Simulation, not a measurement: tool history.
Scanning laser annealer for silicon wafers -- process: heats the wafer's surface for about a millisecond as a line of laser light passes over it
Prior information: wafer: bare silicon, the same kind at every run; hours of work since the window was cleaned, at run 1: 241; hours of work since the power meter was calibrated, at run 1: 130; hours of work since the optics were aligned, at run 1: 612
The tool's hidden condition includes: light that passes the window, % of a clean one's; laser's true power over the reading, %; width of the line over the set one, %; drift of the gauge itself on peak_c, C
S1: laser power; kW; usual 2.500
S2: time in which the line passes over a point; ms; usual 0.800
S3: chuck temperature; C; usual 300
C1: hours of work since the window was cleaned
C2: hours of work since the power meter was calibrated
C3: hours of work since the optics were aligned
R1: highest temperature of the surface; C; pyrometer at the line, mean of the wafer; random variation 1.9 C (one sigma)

run 1 hour=0.0 | S1=2.500 S2=0.800 S3=300 | C1=241 C2=130 C3=612 | R1=1103
run 2 hour=12.2 | S1=2.500 S2=0.800 S3=300 | C1=246 C2=136 C3=618 | R1=1100
run 3 hour=31.6 | S1=2.456 S2=0.800 S3=300 | C1=256 C2=146 C3=628 | R1=1090
run 4 hour=59.8 | S1=2.467 S2=0.800 S3=300 | C1=269 C2=159 C3=641 | R1=1093
run 5 hour=77.7 | S1=2.467 S2=0.800 S3=300 | C1=278 C2=168 C3=650 | R1=1093
run 6 hour=89.5 | S1=2.467 S2=0.800 S3=300 | C1=284 C2=174 C3=656 | R1=1093
run 7 hour=108.0 | S1=2.474 S2=0.800 S3=300 | C1=293 C2=183 C3=665 | R1=1096
run 8 hour=122.0 | S1=2.474 S2=0.800 S3=277 | C1=300 C2=189 C3=671 | R1=1069
run 9 hour=147.5 | S1=2.500 S2=0.800 S3=300 | C1=312 C2=202 C3=684 | R1=1103
run 10 hour=171.2 | S1=2.500 S2=0.800 S3=300 | C1=323 C2=213 C3=695 | R1=1103
run 11 hour=197.5 | S1=2.500 S2=0.800 S3=300 | C1=336 C2=226 C3=708 | R1=1102
run 12 hour=217.2 | S1=2.500 S2=0.800 S3=300 | C1=346 C2=235 C3=717 | R1=1105
run 13 hour=243.6 | S1=2.500 S2=0.800 S3=300 | C1=358 C2=248 C3=730 | R1=1105
run 14 hour=263.3 | S1=2.431 S2=0.800 S3=300 | C1=368 C2=258 C3=740 | R1=1079
run 15 hour=276.2 | S1=2.500 S2=0.800 S3=300 | C1=374 C2=264 C3=746 | R1=1105
run 16 hour=288.2 | S1=2.500 S2=0.800 S3=300 | C1=380 C2=270 C3=752 | R1=1100
run 17 hour=308.3 | S1=2.500 S2=0.800 S3=300 | C1=390 C2=279 C3=762 | R1=1104
run 18 hour=334.7 | S1=2.500 S2=0.800 S3=300 | C1=402 C2=292 C3=774 | R1=1101
run 19 hour=358.5 | S1=2.500 S2=0.800 S3=300 | C1=414 C2=304 C3=786 | R1=1105
run 20 hour=385.5 | S1=2.500 S2=0.800 S3=300 | C1=427 C2=317 C3=799 | R1=1097
run 21 hour=397.9 | S1=2.500 S2=0.711 S3=300 | C1=433 C2=323 C3=805 | R1=1060
run 22 hour=417.4 | S1=2.429 S2=0.800 S3=273 | C1=442 C2=332 C3=814 | R1=1053
-- hour=427.1 window over the wafer cleaned
run 23 hour=439.2 | S1=2.429 S2=0.800 S3=273 | C1=6 C2=342 C3=824 | R1=1054
run 24 hour=459.1 | S1=2.500 S2=0.870 S3=300 | C1=16 C2=351 C3=834 | R1=1132
run 25 hour=483.5 | S1=2.589 S2=0.800 S3=300 | C1=27 C2=363 C3=845 | R1=1128
run 26 hour=512.1 | S1=2.244 S2=0.800 S3=300 | C1=41 C2=377 C3=859 | R1=1023
run 27 hour=534.0 | S1=2.244 S2=0.800 S3=300 | C1=52 C2=388 C3=870 | R1=1024
run 28 hour=558.6 | S1=2.244 S2=0.800 S3=300 | C1=64 C2=400 C3=882 | R1=1025
run 29 hour=577.5 | S1=2.495 S2=0.924 S3=300 | C1=73 C2=409 C3=891 | R1=1153
run 30 hour=593.6 | S1=2.495 S2=0.742 S3=300 | C1=81 C2=417 C3=899 | R1=1080
run 31 hour=605.6 | S1=2.665 S2=0.742 S3=300 | C1=86 C2=422 C3=904 | R1=1126
run 32 hour=625.1 | S1=2.665 S2=0.742 S3=300 | C1=96 C2=432 C3=914 | R1=1128
run 33 hour=642.1 | S1=2.436 S2=0.800 S3=300 | C1=104 C2=440 C3=922 | R1=1083
run 34 hour=658.2 | S1=2.436 S2=0.800 S3=300 | C1=112 C2=448 C3=930 | R1=1083
run 35 hour=682.8 | S1=2.471 S2=0.800 S3=282 | C1=124 C2=460 C3=942 | R1=1077
run 36 hour=698.9 | S1=2.500 S2=0.800 S3=294 | C1=132 C2=467 C3=950 | R1=1096
run 37 hour=727.1 | S1=2.500 S2=0.800 S3=294 | C1=145 C2=481 C3=963 | R1=1095
run 38 hour=755.0 | S1=2.500 S2=0.800 S3=294 | C1=159 C2=495 C3=977 | R1=1098
run 39 hour=777.7 | S1=2.636 S2=0.996 S3=268 | C1=170 C2=506 C3=988 | R1=1197
run 40 hour=791.9 | S1=2.515 S2=0.768 S3=326 | C1=177 C2=512 C3=995 | R1=1118

For each entry between runs, how does the tool's hidden state at the last listed run before it compare with that at the first listed run after it?
From run 22 to run 23: window over the wafer cleaned (hour 427.1)
  light that passes the window, % of a clean one's: 99.91 -> 100
